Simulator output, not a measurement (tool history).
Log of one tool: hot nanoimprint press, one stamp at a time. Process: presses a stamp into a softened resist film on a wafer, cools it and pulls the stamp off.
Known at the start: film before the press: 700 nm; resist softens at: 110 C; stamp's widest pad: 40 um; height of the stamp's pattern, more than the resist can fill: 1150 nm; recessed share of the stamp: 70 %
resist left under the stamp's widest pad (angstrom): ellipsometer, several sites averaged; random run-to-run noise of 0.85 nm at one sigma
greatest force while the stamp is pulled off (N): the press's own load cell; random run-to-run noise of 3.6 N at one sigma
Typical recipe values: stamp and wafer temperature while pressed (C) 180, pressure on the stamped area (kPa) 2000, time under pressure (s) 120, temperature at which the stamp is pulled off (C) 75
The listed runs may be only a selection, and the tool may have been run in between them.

run,hour,stamp and wafer temperature while pressed (C),pressure on the stamped area (kPa),time under pressure (s),temperature at which the stamp is pulled off (C),resist left under the stamp's widest pad (angstrom),greatest force while the stamp is pulled off (N)
1,0,180,2000,120,75,2571,290
# hour 19.4: plate thermocouple calibrated
2,20.3,180,2000,120,75,2633,287
# hour 36.8: stamp cleaned and given a new release coat
3,38.7,180,2000,120,75,2625,170
4,55,180,2000,120,75,2636,171
5,73.3,180,2000,120,74,2622,182
6,85.9,180,2000,120,74,2612,185
7,105.3,180,2000,120,74,2604,188
8,123.5,180,2000,120,74,2609,188
9,143.2,180,2000,120,74,2586,191
10,154.2,180,2000,120,76,2602,191
11,174.1,180,2000,120,76,2589,194
12,195.8,180,2000,120,76,2590,195
13,207.7,180,2000,120,74,2590,212
14,229,185,2000,120,75,2105,203
15,247.6,185,2000,120,75,2106,214
16,270.8,185,2000,120,75,2090,218
17,285.4,169,1210,101,68,4885,241
18,304.3,172,1370,117,68,4103,251
19,327.6,172,1370,64,68,4866,249
20,346.1,183,2420,113,80,2132,215
21,367.1,183,2420,113,80,2126,215
22,383.4,180,2000,120,70,2545,265
# hour 398.9: plate thermocouple calibrated
23,402.3,189,2000,99,75,2001,247
24,425.6,188,3010,222,68,1172,276
25,441.4,183,1210,106,61,2996,305

Here are 5 independent what-if runs from the current tool condition. What would each one return?
A,458.6,189,2000,104,73,?,?
B,458.6,180,2000,216,75,?,?
C,458.6,183,1210,89,60,?,?
D,458.6,183,2430,119,69,?,?
E,458.6,180,1400,162,83,?,?

run,resist left under the stamp's widest pad (angstrom),greatest force while the stamp is pulled off (N)
A,1945,273
B,1995,255
C,3225,308
D,2137,278
E,2669,233
Without the tool's hidden state the same runs would have given:
run,resist left under the stamp's widest pad (angstrom),greatest force while the stamp is pulled off (N)
A,1956,180
B,2012,168
C,3263,202
D,2146,183
E,2702,153
